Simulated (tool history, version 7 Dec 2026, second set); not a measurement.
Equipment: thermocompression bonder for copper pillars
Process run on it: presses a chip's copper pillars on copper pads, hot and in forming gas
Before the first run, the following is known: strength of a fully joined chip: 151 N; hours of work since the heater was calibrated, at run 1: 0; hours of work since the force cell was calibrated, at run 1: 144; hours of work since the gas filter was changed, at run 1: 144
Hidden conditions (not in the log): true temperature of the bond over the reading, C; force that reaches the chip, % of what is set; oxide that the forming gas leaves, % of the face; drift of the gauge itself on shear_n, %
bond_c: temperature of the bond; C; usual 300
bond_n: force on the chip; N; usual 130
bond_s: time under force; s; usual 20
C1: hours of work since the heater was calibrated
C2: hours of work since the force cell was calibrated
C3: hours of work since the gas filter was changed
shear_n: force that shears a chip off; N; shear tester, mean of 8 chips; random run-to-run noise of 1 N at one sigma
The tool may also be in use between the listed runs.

Run 1, hour 0.0: usual settings; C1 0; C2 144; C3 144. Result: shear_n 87.4 N.
Run 2, hour 80.1: usual settings but bond_s 38 s; C1 62; C2 206; C3 206. Result: shear_n 106.0 N.
Run 3, hour 141.5: usual settings but bond_c 289 C; C1 109; C2 253; C3 253. Result: shear_n 79.7 N.
Run 4, hour 229.0: usual settings but bond_c 289 C; C1 176; C2 320; C3 320. Result: shear_n 79.6 N.
Run 5, hour 293.8: usual settings but bond_n 139 N; C1 226; C2 370; C3 370. Result: shear_n 90.0 N.
Run 6, hour 372.6: usual settings but bond_s 10 s; C1 286; C2 431; C3 431. Result: shear_n 69.7 N.
At hour 427.8: forming gas filter changed.
Run 7, hour 455.9: usual settings; C1 350; C2 494; C3 22. Result: shear_n 85.5 N.
Run 8, hour 501.2: usual settings; C1 385; C2 529; C3 56. Result: shear_n 86.3 N.
Run 9, hour 570.9: usual settings; C1 438; C2 583; C3 110. Result: shear_n 88.4 N.
Run 10, hour 665.5: usual settings but bond_s 19 s; C1 511; C2 655; C3 183. Result: shear_n 87.9 N.
Run 11, hour 733.4: usual settings but bond_n 120 N; C1 563; C2 708; C3 235. Result: shear_n 80.7 N.
Run 12, hour 828.6: usual settings but bond_n 120 N; C1 636; C2 781; C3 308. Result: shear_n 81.8 N.
Run 13, hour 907.6: usual settings but bond_s 14 s; C1 697; C2 841; C3 369. Result: shear_n 74.7 N.
Run 14, hour 998.9: usual settings but bond_c 285 C; C1 767; C2 912; C3 439. Result: shear_n 74.8 N.
At hour 1043.4: forming gas filter changed.
Run 15, hour 1092.7: usual settings but bond_c 295 C; C1 839; C2 983; C3 38. Result: shear_n 82.8 N.
Run 16, hour 1140.1: usual settings but bond_c 295 C; C1 875; C2 1020; C3 74. Result: shear_n 82.2 N.
Run 17, hour 1234.4: usual settings but bond_c 326 C; C1 948; C2 1092; C3 147. Result: shear_n 104.0 N.
Run 18, hour 1277.7: usual settings but bond_c 326 C; C1 981; C2 1125; C3 180. Result: shear_n 101.8 N.
Run 19, hour 1334.7: usual settings but bond_c 316 C, bond_s 25 s; C1 1025; C2 1169; C3 224. Result: shear_n 101.4 N.
Run 20, hour 1393.0: usual settings but bond_c 316 C, bond_s 25 s; C1 1070; C2 1214; C3 269. Result: shear_n 101.7 N.
At hour 1404.0: heater calibrated with a thermocouple chip.
Run 21, hour 1456.6: usual settings but bond_c 321 C, bond_n 82 N, bond_s 32 s; C1 40; C2 1261; C3 316. Result: shear_n 84.3 N.
Run 22, hour 1535.6: usual settings but bond_c 293 C, bond_n 103 N, bond_s 13 s; C1 101; C2 1322; C3 377. Result: shear_n 55.8 N.
Run 23, hour 1621.5: usual settings but bond_n 97 N, bond_s 25 s; C1 167; C2 1388; C3 443. Result: shear_n 71.5 N.
At hour 1658.4: forming gas filter changed.
Run 24, hour 1686.8: usual settings but bond_s 14 s; C1 217; C2 1438; C3 22. Result: shear_n 73.1 N.
Run 25, hour 1726.8: usual settings but bond_c 297 C, bond_n 154 N, bond_s 33 s; C1 248; C2 1469; C3 53. Result: shear_n 102.2 N.
At hour 1737.5: heater calibrated with a thermocouple chip, once more.
At hour 1746.6: force cell calibrated.
Run 26, hour 1783.0: usual settings but bond_c 276 C, bond_n 118 N, bond_s 17 s; C1 34; C2 28; C3 93. Result: shear_n 64.4 N.
Run 27, hour 1843.7: usual settings but bond_c 276 C, bond_n 118 N, bond_s 17 s; C1 80; C2 75; C3 140. Result: shear_n 64.1 N.
Run 28, hour 1899.6: usual settings but bond_c 276 C, bond_n 118 N, bond_s 17 s; C1 123; C2 118; C3 183. Result: shear_n 64.1 N.
Run 29, hour 1939.5: usual settings but bond_c 313 C, bond_n 166 N, bond_s 11 s; C1 154; C2 148; C3 213. Result: shear_n 94.1 N.
Run 30, hour 2022.4: usual settings but bond_c 322 C; C1 218; C2 212; C3 277. Result: shear_n 99.6 N.
Run 31, hour 2063.6: usual settings but bond_n 118 N; C1 249; C2 244; C3 309. Result: shear_n 80.6 N.
Run 32, hour 2161.9: usual settings but bond_s 30 s; C1 325; C2 319; C3 384. Result: shear_n 96.4 N.
Run 33, hour 2218.2: usual settings but bond_c 274 C, bond_n 112 N, bond_s 12 s; C1 368; C2 362; C3 427. Result: shear_n 49.9 N.
At hour 2274.8: forming gas filter changed.
Run 34, hour 2301.3: usual settings but bond_c 284 C, bond_n 131 N, bond_s 13 s; C1 432; C2 426; C3 20. Result: shear_n 65.2 N.
Run 35, hour 2370.4: usual settings but bond_n 150 N; C1 485; C2 479; C3 73. Result: shear_n 94.9 N.
Run 36, hour 2459.7: usual settings but bond_c 284 C, bond_s 14 s; C1 553; C2 548; C3 142. Result: shear_n 68.2 N.

Hidden state or all else? Some run-to-run changes of shear_n, split into what the settings, what came in and random variation would give without the hidden state, and what is left for the hidden state (with any gauge scatter that isn't in both results):
Run 14 -> 15: bond_c 285 -> 295, forming gas filter changed. shear_n +8.0 N: hidden state +2.2, all else +5.8.
Run 23 -> 24: bond_n 97 -> 130, bond_s 25 -> 14, forming gas filter changed. shear_n +1.6 N: hidden state +1.9, all else -0.3.
Run 25 -> 26: bond_c 297 -> 276, bond_n 154 -> 118, bond_s 33 -> 17, heater calibrated with a thermocouple chip, once more, force cell calibrated. shear_n -37.8 N: hidden state +6.3, all else -44.1.
Run 28 -> 29: bond_c 276 -> 313, bond_n 118 -> 166, bond_s 17 -> 11. shear_n +30.0 N: hidden state -0.7, all else +30.7.
Run 32 -> 33: bond_c 300 -> 274, bond_n 130 -> 112, bond_s 30 -> 12. shear_n -46.5 N: hidden state +1.1, all else -47.6.
